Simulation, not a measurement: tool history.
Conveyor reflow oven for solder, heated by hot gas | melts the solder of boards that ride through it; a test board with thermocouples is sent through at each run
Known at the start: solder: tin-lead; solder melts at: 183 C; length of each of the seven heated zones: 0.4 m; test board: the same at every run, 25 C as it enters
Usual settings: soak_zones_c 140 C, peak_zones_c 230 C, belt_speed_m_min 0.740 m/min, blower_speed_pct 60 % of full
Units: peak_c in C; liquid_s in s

{"run": 1, "day": 0.0, "soak_zones_c": 140, "peak_zones_c": 230, "belt_speed_m_min": 0.74, "blower_speed_pct": 60, "peak_c": 215.7, "liquid_s": 47.9}
{"run": 2, "day": 0.379, "soak_zones_c": 140, "peak_zones_c": 230, "belt_speed_m_min": 0.787, "blower_speed_pct": 60, "peak_c": 213.8, "liquid_s": 43.9}
{"run": 3, "day": 0.692, "soak_zones_c": 140, "peak_zones_c": 230, "belt_speed_m_min": 0.787, "blower_speed_pct": 60, "peak_c": 213.7, "liquid_s": 43.3}
{"run": 4, "day": 0.942, "soak_zones_c": 140, "peak_zones_c": 230, "belt_speed_m_min": 0.787, "blower_speed_pct": 60, "peak_c": 213.7, "liquid_s": 44.0}
{"run": 5, "day": 1.162, "soak_zones_c": 140, "peak_zones_c": 230, "belt_speed_m_min": 0.787, "blower_speed_pct": 60, "peak_c": 213.4, "liquid_s": 43.4}
{"run": 6, "day": 1.546, "soak_zones_c": 140, "peak_zones_c": 230, "belt_speed_m_min": 0.787, "blower_speed_pct": 60, "peak_c": 213.6, "liquid_s": 43.7}
{"run": 7, "day": 1.746, "soak_zones_c": 140, "peak_zones_c": 230, "belt_speed_m_min": 0.787, "blower_speed_pct": 60, "peak_c": 213.8, "liquid_s": 44.1}
{"run": 8, "day": 2.1, "soak_zones_c": 140, "peak_zones_c": 230, "belt_speed_m_min": 0.787, "blower_speed_pct": 60, "peak_c": 212.3, "liquid_s": 44.4}
{"run": 9, "day": 2.433, "soak_zones_c": 140, "peak_zones_c": 230, "belt_speed_m_min": 0.74, "blower_speed_pct": 63, "peak_c": 215.4, "liquid_s": 49.2}
{"run": 10, "day": 2.658, "soak_zones_c": 140, "peak_zones_c": 230, "belt_speed_m_min": 0.74, "blower_speed_pct": 63, "peak_c": 216.2, "liquid_s": 48.8}
{"run": 11, "day": 3.067, "soak_zones_c": 140, "peak_zones_c": 230, "belt_speed_m_min": 0.74, "blower_speed_pct": 63, "peak_c": 215.9, "liquid_s": 48.4}
{"run": 12, "day": 3.425, "soak_zones_c": 140, "peak_zones_c": 240, "belt_speed_m_min": 0.74, "blower_speed_pct": 60, "peak_c": 223.6, "liquid_s": 53.1}
{"run": 13, "day": 3.738, "soak_zones_c": 140, "peak_zones_c": 240, "belt_speed_m_min": 0.74, "blower_speed_pct": 60, "peak_c": 223.6, "liquid_s": 53.8}
{"run": 14, "day": 3.975, "soak_zones_c": 140, "peak_zones_c": 236, "belt_speed_m_min": 0.74, "blower_speed_pct": 62, "peak_c": 220.6, "liquid_s": 52.2}
{"run": 15, "day": 4.175, "soak_zones_c": 140, "peak_zones_c": 236, "belt_speed_m_min": 0.74, "blower_speed_pct": 62, "peak_c": 221.6, "liquid_s": 51.5}
{"run": 16, "day": 4.408, "soak_zones_c": 126, "peak_zones_c": 234, "belt_speed_m_min": 0.865, "blower_speed_pct": 60, "peak_c": 210.2, "liquid_s": 33.4}
{"run": 17, "day": 4.783, "soak_zones_c": 136, "peak_zones_c": 230, "belt_speed_m_min": 0.727, "blower_speed_pct": 83, "peak_c": 219.2, "liquid_s": 51.4}
{"run": 18, "day": 5.125, "soak_zones_c": 136, "peak_zones_c": 244, "belt_speed_m_min": 0.727, "blower_speed_pct": 76, "peak_c": 230.6, "liquid_s": 57.4}
{"run": 19, "day": 5.308, "soak_zones_c": 140, "peak_zones_c": 238, "belt_speed_m_min": 0.824, "blower_speed_pct": 60, "peak_c": 218.1, "liquid_s": 44.6}
{"run": 20, "day": 5.596, "soak_zones_c": 147, "peak_zones_c": 235, "belt_speed_m_min": 0.824, "blower_speed_pct": 60, "peak_c": 217.2, "liquid_s": 47.0}
{"run": 21, "day": 5.888, "soak_zones_c": 145, "peak_zones_c": 219, "belt_speed_m_min": 0.697, "blower_speed_pct": 81, "peak_c": 211.1, "liquid_s": 51.6}
{"run": 22, "day": 6.258, "soak_zones_c": 146, "peak_zones_c": 230, "belt_speed_m_min": 0.868, "blower_speed_pct": 80, "peak_c": 214.7, "liquid_s": 42.6}
{"run": 23, "day": 6.446, "soak_zones_c": 132, "peak_zones_c": 238, "belt_speed_m_min": 0.775, "blower_speed_pct": 81, "peak_c": 222.4, "liquid_s": 49.5}
{"run": 24, "day": 6.733, "soak_zones_c": 131, "peak_zones_c": 230, "belt_speed_m_min": 0.71, "blower_speed_pct": 60, "peak_c": 214.8, "liquid_s": 47.1}
{"run": 25, "day": 6.983, "soak_zones_c": 128, "peak_zones_c": 219, "belt_speed_m_min": 0.74, "blower_speed_pct": 64, "peak_c": 203.4, "liquid_s": 35.5}
{"run": 26, "day": 7.262, "soak_zones_c": 128, "peak_zones_c": 219, "belt_speed_m_min": 0.74, "blower_speed_pct": 64, "peak_c": 203.3, "liquid_s": 35.5}

Forecast each of these 3 alternatives for the next run:
{"run": "A", "day": 7.508, "soak_zones_c": 140, "peak_zones_c": 241, "belt_speed_m_min": 0.791, "blower_speed_pct": 86, "peak_c": "?", "liquid_s": "?"}
{"run": "B", "day": 7.508, "soak_zones_c": 153, "peak_zones_c": 237, "belt_speed_m_min": 0.728, "blower_speed_pct": 64, "peak_c": "?", "liquid_s": "?"}
{"run": "C", "day": 7.508, "soak_zones_c": 149, "peak_zones_c": 230, "belt_speed_m_min": 0.74, "blower_speed_pct": 60, "peak_c": "?", "liquid_s": "?"}

run=A peak_c=226.3 liquid_s=52.2
run=B peak_c=224.2 liquid_s=58.3
run=C peak_c=216.1 liquid_s=51.6
Without the tool's hidden state the same runs would have given:
run=A peak_c=227.4 liquid_s=52.5
run=B peak_c=225.0 liquid_s=58.6
run=C peak_c=216.9 liquid_s=52.1
